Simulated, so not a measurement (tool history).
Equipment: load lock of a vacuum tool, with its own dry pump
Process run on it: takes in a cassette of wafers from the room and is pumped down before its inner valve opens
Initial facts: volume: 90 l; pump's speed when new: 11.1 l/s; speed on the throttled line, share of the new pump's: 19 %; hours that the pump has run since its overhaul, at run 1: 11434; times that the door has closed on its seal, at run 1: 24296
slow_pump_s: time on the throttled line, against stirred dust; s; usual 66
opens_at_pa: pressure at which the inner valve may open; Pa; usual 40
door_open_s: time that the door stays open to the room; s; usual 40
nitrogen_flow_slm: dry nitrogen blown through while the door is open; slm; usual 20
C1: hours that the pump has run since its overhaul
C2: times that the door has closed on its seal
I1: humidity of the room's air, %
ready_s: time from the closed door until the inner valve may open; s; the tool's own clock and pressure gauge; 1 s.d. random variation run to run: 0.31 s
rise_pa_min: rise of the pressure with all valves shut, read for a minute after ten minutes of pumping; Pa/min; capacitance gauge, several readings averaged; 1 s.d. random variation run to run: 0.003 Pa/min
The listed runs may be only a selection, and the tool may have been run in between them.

Run 1, day 0: usual settings; C1 11434; C2 24296; I1 43.3. Result: ready_s 121.5 s, rise_pa_min 0.553 Pa/min.
Run 2, day 13.588: usual settings but door_open_s 43 s; C1 11761; C2 25704; I1 44.6. Result: ready_s 121.3 s, rise_pa_min 0.592 Pa/min.
Run 3, day 27.6: usual settings but door_open_s 43 s; C1 12097; C2 27156; I1 43.2. Result: ready_s 121.2 s, rise_pa_min 0.652 Pa/min.
At day 28.904: door's seal changed, seat wiped.
Run 4, day 38.871: usual settings but door_open_s 43 s; C1 12366; C2 1033; I1 46.9. Result: ready_s 120.7 s, rise_pa_min 0.024 Pa/min.
Run 5, day 50.292: usual settings but door_open_s 43 s; C1 12640; C2 2216; I1 42.2. Result: ready_s 121.1 s, rise_pa_min 0.02 Pa/min.
Run 6, day 64.125: usual settings but door_open_s 118 s; C1 12972; C2 3649; I1 45.9. Result: ready_s 121.3 s, rise_pa_min 0.045 Pa/min.
Run 7, day 78.071: usual settings but door_open_s 118 s; C1 13307; C2 5093; I1 46.2. Result: ready_s 121.6 s, rise_pa_min 0.061 Pa/min.
Run 8, day 89.467: usual settings but door_open_s 123 s; C1 13580; C2 6274; I1 43.4. Result: ready_s 121.3 s, rise_pa_min 0.081 Pa/min.
Run 9, day 103.871: usual settings but door_open_s 123 s; C1 13926; C2 7766; I1 45.8. Result: ready_s 121.8 s, rise_pa_min 0.097 Pa/min.
Run 10, day 116.171: usual settings but door_open_s 123 s; C1 14221; C2 9040; I1 45.3. Result: ready_s 121.9 s, rise_pa_min 0.116 Pa/min.
Run 11, day 125.838: usual settings but opens_at_pa 63 Pa, door_open_s 123 s; C1 14453; C2 10041; I1 46.1. Result: ready_s 117.4 s, rise_pa_min 0.135 Pa/min.
Run 12, day 133.858: usual settings but opens_at_pa 68 Pa; C1 14646; C2 10872; I1 46.5. Result: ready_s 116.9 s, rise_pa_min 0.138 Pa/min.
Run 13, day 144.854: usual settings but opens_at_pa 68 Pa, nitrogen_flow_slm 14 slm; C1 14909; C2 12011; I1 47.2. Result: ready_s 117.1 s, rise_pa_min 0.163 Pa/min.
Run 14, day 158.942: usual settings but opens_at_pa 68 Pa, nitrogen_flow_slm 14 slm; C1 15248; C2 13470; I1 42.4. Result: ready_s 117.1 s, rise_pa_min 0.192 Pa/min.
Run 15, day 173.454: usual settings but opens_at_pa 68 Pa, nitrogen_flow_slm 14 slm; C1 15596; C2 14974; I1 48.1. Result: ready_s 117.5 s, rise_pa_min 0.22 Pa/min.
Run 16, day 185.729: usual settings; C1 15890; C2 16245; I1 39.4. Result: ready_s 121.7 s, rise_pa_min 0.255 Pa/min.
Run 17, day 193.562: usual settings; C1 16078; C2 17057; I1 46.5. Result: ready_s 121.5 s, rise_pa_min 0.268 Pa/min.
Run 18, day 207.783: usual settings; C1 16420; C2 18530; I1 46. Result: ready_s 122.4 s, rise_pa_min 0.308 Pa/min.

What does the tool deliver on the next run?
Run 19, day 217.4: usual settings; C1 16651; C2 19526; I1 45. Result: ready_s ?, rise_pa_min ?.

{"run 19": {"ready_s": 122.2, "rise_pa_min": 0.334}}
Minus the tool's unlogged condition, the same run would have read ready_s 117.1 s, rise_pa_min 0.005 Pa/min.

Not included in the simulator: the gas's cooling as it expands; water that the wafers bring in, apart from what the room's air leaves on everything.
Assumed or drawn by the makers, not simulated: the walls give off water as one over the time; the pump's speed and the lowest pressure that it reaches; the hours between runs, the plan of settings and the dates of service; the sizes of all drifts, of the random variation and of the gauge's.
